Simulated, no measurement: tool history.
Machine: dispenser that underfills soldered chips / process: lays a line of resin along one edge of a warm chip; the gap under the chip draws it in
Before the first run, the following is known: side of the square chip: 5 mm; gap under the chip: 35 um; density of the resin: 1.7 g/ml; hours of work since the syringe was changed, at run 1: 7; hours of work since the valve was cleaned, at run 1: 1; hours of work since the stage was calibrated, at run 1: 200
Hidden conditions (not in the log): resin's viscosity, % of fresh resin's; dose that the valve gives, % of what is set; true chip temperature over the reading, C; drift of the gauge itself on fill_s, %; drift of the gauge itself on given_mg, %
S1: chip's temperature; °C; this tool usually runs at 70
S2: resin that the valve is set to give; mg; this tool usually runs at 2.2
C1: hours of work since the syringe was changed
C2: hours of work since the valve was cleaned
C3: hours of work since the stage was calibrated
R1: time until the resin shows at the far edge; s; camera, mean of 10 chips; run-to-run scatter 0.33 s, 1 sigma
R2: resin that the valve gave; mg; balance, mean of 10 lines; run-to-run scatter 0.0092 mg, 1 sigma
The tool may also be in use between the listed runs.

run    day  S1    S2  C1  C2   C3    R1     R2
  1      0  70   2.2   7   1  200  20.2   2.19
  2  0.212  70   2.2  11   5  204    26  2.194
     0.296  -- new syringe of resin
  3    0.5  70  2.56   4  10  209  17.4  2.547
  4  0.796  70  2.56   9  15  215  24.2  2.533
     0.946  -- new syringe of resin
  5  1.142  70  2.56   4  22  221  17.1  2.518
  6  1.333  70  2.81   7  25  225  20.9  2.766
     1.608  -- new syringe of resin
  7  1.696  70  2.73   2  32  231  15.6  2.666
  8  2.012  70  2.31   8  38  237  22.3   2.24
     2.262  -- new syringe of resin
  9  2.346  70  2.31   2  44  243  15.1  2.236
 10  2.633  70  2.31   7  49  249  20.8  2.218
 11    2.8  70  2.31  10  53  252  25.5  2.215
     2.917  -- new syringe of resin
 12  3.142  70   2.2   4  59  258  18.2  2.085
 13  3.429  70  1.94  10  64  264    26  1.842
     3.579  -- new syringe of resin
 14  3.775  70  1.94   4  71  270  17.6  1.819
     3.888  -- dispensing valve cleaned and set on the balance
 15  3.988  71   2.2   7   2  273  20.7  2.215
     4.267  -- new syringe of resin
 16   4.35  73   2.2   2   8  280  13.7  2.181
 17  4.608  73   2.2   6  13  285  18.9  2.184
 18  4.879  70  2.04  12  18  290  27.8  2.015
     4.917  -- new syringe of resin
 19  5.158  70  2.04   5  23  295  18.4      2
 20    5.5  84  2.42  11  30  301  17.6   2.35
     5.567  -- new syringe of resin
 21   5.85  81  2.62   5  36  308  13.4  2.547
     6.225  -- new syringe of resin
 22  6.225  62  2.37   0  43  314  17.4  2.289
 23  6.479  62  2.37   5  48  319  22.7  2.269
 24  6.658  70  2.41   8  51  323  21.5  2.309
 25  6.829  70  2.41  11  55  326  25.9    2.3
     6.888  -- new syringe of resin
 26  7.088  61  2.72   4  59  330  22.4    2.6
 27  7.396  71  2.06  10  65  336  24.4  1.961
     7.546  -- new syringe of resin
 28  7.762  63  2.34   4  72  343  22.3   2.18
     7.825  -- dispensing valve cleaned and set on the balance
 29  8.062  78  2.25   9   4  348  18.5  2.253
     8.242  -- new syringe of resin
 30  8.362  78  2.59   2  10  353    12  2.558
 31  8.675  78  2.59   8  16  359  17.4  2.549
 32  8.854  78  2.49  11  19  362  21.2  2.442
     8.912  -- new syringe of resin
 33  9.038  68   2.7   2  22  366  16.5  2.667
 34    9.4  62  2.01   9  29  373  31.5  1.954
     9.575  -- new syringe of resin
 35  9.621  73  1.91   1  33  377  13.6  1.857

Hidden state or all else? Some run-to-run changes of R1, split into what the settings, what came in and random variation would give without the hidden state, and what is left for the hidden state (with any gauge scatter that isn't in both results):
Run 18 -> 19: new syringe of resin. R1 -9.4 s: hidden state -9.8, all else +0.4.
Run 33 -> 34: S1 68 -> 62, S2 2.7 -> 2.01. R1 +15 s: hidden state +11.4, all else +3.6.
Run 34 -> 35: S1 62 -> 73, S2 2.01 -> 1.91, new syringe of resin. R1 -17.9 s: hidden state -12.6, all else -5.3.
